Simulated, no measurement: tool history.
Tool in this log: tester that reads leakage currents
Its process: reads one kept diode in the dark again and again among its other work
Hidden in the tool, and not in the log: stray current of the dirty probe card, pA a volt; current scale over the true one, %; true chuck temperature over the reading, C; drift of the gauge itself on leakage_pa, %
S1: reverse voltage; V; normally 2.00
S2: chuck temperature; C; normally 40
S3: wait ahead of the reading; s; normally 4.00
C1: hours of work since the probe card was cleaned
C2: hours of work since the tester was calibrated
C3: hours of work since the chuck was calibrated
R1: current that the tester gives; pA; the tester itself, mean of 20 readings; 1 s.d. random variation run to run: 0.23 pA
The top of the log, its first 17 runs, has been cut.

| run | day | S1 | S2 | S3 | C1 | C2 | C3 | R1 |
|---|---|---|---|---|---|---|---|---|
| 18 | 21.575 | 11.11 | 33 | 4.00 | 84 | 540 | 18 | 103.16 |
| 19 | 22.404 | 11.11 | 33 | 4.00 | 94 | 550 | 28 | 103.63 |
|  | 23.908 | probe card cleaned and baked, once more |
| 20 | 23.908 | 11.11 | 33 | 4.00 | 0 | 568 | 46 | 98.27 |
| 21 | 24.758 | 11.11 | 33 | 4.00 | 11 | 579 | 57 | 98.07 |
| 22 | 26.121 | 11.11 | 33 | 4.00 | 28 | 596 | 74 | 98.75 |
| 23 | 26.975 | 11.11 | 45 | 3.09 | 39 | 607 | 85 | 269.71 |
| 24 | 27.696 | 11.11 | 45 | 3.09 | 49 | 617 | 95 | 269.50 |
| 25 | 28.971 | 9.45 | 48 | 2.15 | 65 | 633 | 111 | 316.16 |
| 26 | 30.279 | 18.39 | 32 | 0.36 | 82 | 650 | 128 | 132.10 |
| 27 | 31.162 | 18.39 | 32 | 0.36 | 93 | 661 | 139 | 132.44 |
| 28 | 32.604 | 2.00 | 40 | 0.72 | 112 | 680 | 157 | 78.60 |
| 29 | 33.396 | 2.00 | 40 | 0.72 | 122 | 690 | 168 | 78.83 |
| 30 | 34.971 | 2.00 | 38 | 2.23 | 142 | 710 | 188 | 65.98 |
| 31 | 35.850 | 2.00 | 38 | 2.23 | 153 | 721 | 199 | 66.38 |
| 32 | 37.429 | 1.31 | 57 | 1.86 | 173 | 742 | 219 | 242.87 |
| 33 | 39.054 | 1.31 | 57 | 1.86 | 194 | 762 | 240 | 244.52 |
| 34 | 40.700 | 2.00 | 40 | 1.49 | 215 | 784 | 261 | 79.11 |
| 35 | 41.471 | 2.00 | 40 | 1.49 | 225 | 793 | 271 | 79.14 |
| 36 | 43.025 | 1.17 | 27 | 2.43 | 245 | 813 | 291 | 19.84 |
| 37 | 44.271 | 2.30 | 54 | 0.49 | 261 | 829 | 307 | 261.96 |
| 38 | 45.888 | 2.30 | 22 | 0.55 | 282 | 850 | 328 | 19.07 |
| 39 | 47.450 | 2.30 | 22 | 0.55 | 302 | 870 | 348 | 19.10 |

Each row is a separate what-if for the run after 39, all from the same tool condition, not one after another. Results?
| A | 49.096 | 2.30 | 22 | 0.36 | 323 | 891 | 369 | ? |
| B | 49.096 | 7.67 | 22 | 0.55 | 323 | 891 | 369 | ? |
| C | 49.096 | 2.00 | 40 | 2.21 | 323 | 891 | 369 | ? |

| run | R1 |
|---|---|
| A | 19.85 |
| B | 37.44 |
| C | 80.31 |
Without the tool's unlogged condition, the same runs would have read:
| run | R1 |
|---|---|
| A | 18.39 |
| B | 34.16 |
| C | 75.70 |
